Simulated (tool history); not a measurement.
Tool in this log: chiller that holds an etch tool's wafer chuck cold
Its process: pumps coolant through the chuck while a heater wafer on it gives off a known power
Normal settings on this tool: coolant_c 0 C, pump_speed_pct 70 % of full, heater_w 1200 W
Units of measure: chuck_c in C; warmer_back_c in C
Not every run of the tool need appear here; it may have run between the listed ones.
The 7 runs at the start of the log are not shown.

| run | hour | coolant_c | pump_speed_pct | heater_w | chuck_c | warmer_back_c |
|---|---|---|---|---|---|---|
| 8 | 176.5 | 0 | 70 | 1566 | 13 | 6.31 |
| 9 | 197.6 | 2 | 70 | 1200 | 11.6 | 4.86 |
| 10 | 225.6 | 2 | 70 | 1200 | 12 | 4.85 |
|  | 241.2 | coolant changed, channels flushed |
| 11 | 254.8 | 2 | 70 | 1200 | 11 | 4.9 |
| 12 | 285.7 | 2 | 70 | 1200 | 11.1 | 4.86 |
| 13 | 325.1 | 2 | 70 | 1200 | 10.8 | 4.8 |
| 14 | 362.6 | 0 | 68 | 1200 | 9.2 | 5.02 |
| 15 | 383 | 0 | 68 | 1200 | 9 | 5.04 |
| 16 | 419 | 0 | 68 | 1200 | 9.1 | 5.06 |
| 17 | 445 | 0 | 68 | 1200 | 9.4 | 5.03 |
| 18 | 478.4 | 0 | 68 | 1200 | 9.2 | 4.98 |
| 19 | 513.2 | 0 | 70 | 764 | 5.4 | 3.16 |
| 20 | 530.7 | 0 | 70 | 618 | 4.2 | 2.59 |
| 21 | 557.9 | 0 | 66 | 1744 | 14 | 7.52 |
| 22 | 586.8 | 0 | 66 | 1744 | 14 | 7.49 |
| 23 | 606.9 | 0 | 66 | 1744 | 14 | 7.61 |
| 24 | 624.7 | -3 | 88 | 875 | 2.3 | 2.83 |
| 25 | 643 | -3 | 88 | 875 | 2.2 | 2.89 |
| 26 | 669.5 | -7 | 88 | 827 | -2.2 | 2.6 |
| 27 | 690.8 | 5 | 72 | 756 | 10.2 | 3 |
| 28 | 715 | -2 | 65 | 769 | 3.8 | 3.38 |
| 29 | 745.1 | -2 | 65 | 769 | 3.9 | 3.39 |
| 30 | 763.2 | -2 | 65 | 769 | 3.9 | 3.38 |
| 31 | 785.9 | -2 | 65 | 769 | 3.8 | 3.37 |

5 options for the next run, each taken on its own from the tool as it stands now. Forecast them:
| A | 823.3 | 4 | 62 | 928 | ? | ? |
| B | 823.3 | 3 | 65 | 769 | ? | ? |
| C | 823.3 | 0 | 93 | 1027 | ? | ? |
| D | 823.3 | -5 | 70 | 1223 | ? | ? |
| E | 823.3 | -2 | 65 | 720 | ? | ? |

| run | chuck_c | warmer_back_c |
|---|---|---|
| A | 11.5 | 4.35 |
| B | 8.8 | 3.37 |
| C | 5.9 | 3.23 |
| D | 4.3 | 4.95 |
| E | 3.6 | 3.2 |
With no hidden state in the tool, these same runs would have given:
| run | chuck_c | warmer_back_c |
|---|---|---|
| A | 11.9 | 4.22 |
| B | 9.3 | 3.26 |
| C | 6.4 | 3.12 |
| D | 4.6 | 4.79 |
| E | 4.1 | 3.1 |
